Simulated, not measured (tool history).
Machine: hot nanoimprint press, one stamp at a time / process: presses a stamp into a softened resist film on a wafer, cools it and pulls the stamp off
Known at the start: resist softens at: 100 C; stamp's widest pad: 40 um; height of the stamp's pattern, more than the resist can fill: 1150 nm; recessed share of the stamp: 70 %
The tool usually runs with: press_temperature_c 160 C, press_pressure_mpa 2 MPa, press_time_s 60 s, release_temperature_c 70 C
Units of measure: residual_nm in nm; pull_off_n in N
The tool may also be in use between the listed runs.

run 1 hour=0 | press_temperature_c=160 press_pressure_mpa=2 press_time_s=60 release_temperature_c=70 | residual_nm=256.2 pull_off_n=200
run 2 hour=17.5 | press_temperature_c=160 press_pressure_mpa=1.94 press_time_s=60 release_temperature_c=70 | residual_nm=258.6 pull_off_n=206
run 3 hour=46.2 | press_temperature_c=153 press_pressure_mpa=2 press_time_s=60 release_temperature_c=70 | residual_nm=358.7 pull_off_n=210
run 4 hour=73.5 | press_temperature_c=160 press_pressure_mpa=2 press_time_s=60 release_temperature_c=70 | residual_nm=253.7 pull_off_n=208
run 5 hour=98 | press_temperature_c=160 press_pressure_mpa=2 press_time_s=60 release_temperature_c=70 | residual_nm=251.2 pull_off_n=216
run 6 hour=125.4 | press_temperature_c=160 press_pressure_mpa=1.65 press_time_s=78 release_temperature_c=57 | residual_nm=245.8 pull_off_n=250
run 7 hour=148.4 | press_temperature_c=160 press_pressure_mpa=1.29 press_time_s=33 release_temperature_c=57 | residual_nm=371 pull_off_n=250
run 8 hour=161.3 | press_temperature_c=165 press_pressure_mpa=2.15 press_time_s=42 release_temperature_c=74 | residual_nm=217.6 pull_off_n=218
run 9 hour=176 | press_temperature_c=160 press_pressure_mpa=2 press_time_s=45 release_temperature_c=70 | residual_nm=276.7 pull_off_n=228
run 10 hour=202.8 | press_temperature_c=160 press_pressure_mpa=2 press_time_s=45 release_temperature_c=70 | residual_nm=280.4 pull_off_n=224

4 ways to go on from here, each from the tool as it stands after run 10. What would each give?
run A hour=233.2 | press_temperature_c=166 press_pressure_mpa=2 press_time_s=35 release_temperature_c=70 | residual_nm=? pull_off_n=?
run B hour=233.2 | press_temperature_c=160 press_pressure_mpa=2.27 press_time_s=57 release_temperature_c=70 | residual_nm=? pull_off_n=?
run C hour=233.2 | press_temperature_c=160 press_pressure_mpa=2 press_time_s=108 release_temperature_c=78 | residual_nm=? pull_off_n=?
run D hour=233.2 | press_temperature_c=159 press_pressure_mpa=1.7 press_time_s=32 release_temperature_c=70 | residual_nm=? pull_off_n=?

run=A residual_nm=229.5 pull_off_n=233
run=B residual_nm=235.1 pull_off_n=245
run=C residual_nm=190 pull_off_n=209
run=D residual_nm=353.8 pull_off_n=238
Take away the tool's hidden state, keep each run's random variation, and the runs would have read:
run=A residual_nm=247 pull_off_n=176
run=B residual_nm=254.9 pull_off_n=186
run=C residual_nm=206.9 pull_off_n=158
run=D residual_nm=379.9 pull_off_n=179

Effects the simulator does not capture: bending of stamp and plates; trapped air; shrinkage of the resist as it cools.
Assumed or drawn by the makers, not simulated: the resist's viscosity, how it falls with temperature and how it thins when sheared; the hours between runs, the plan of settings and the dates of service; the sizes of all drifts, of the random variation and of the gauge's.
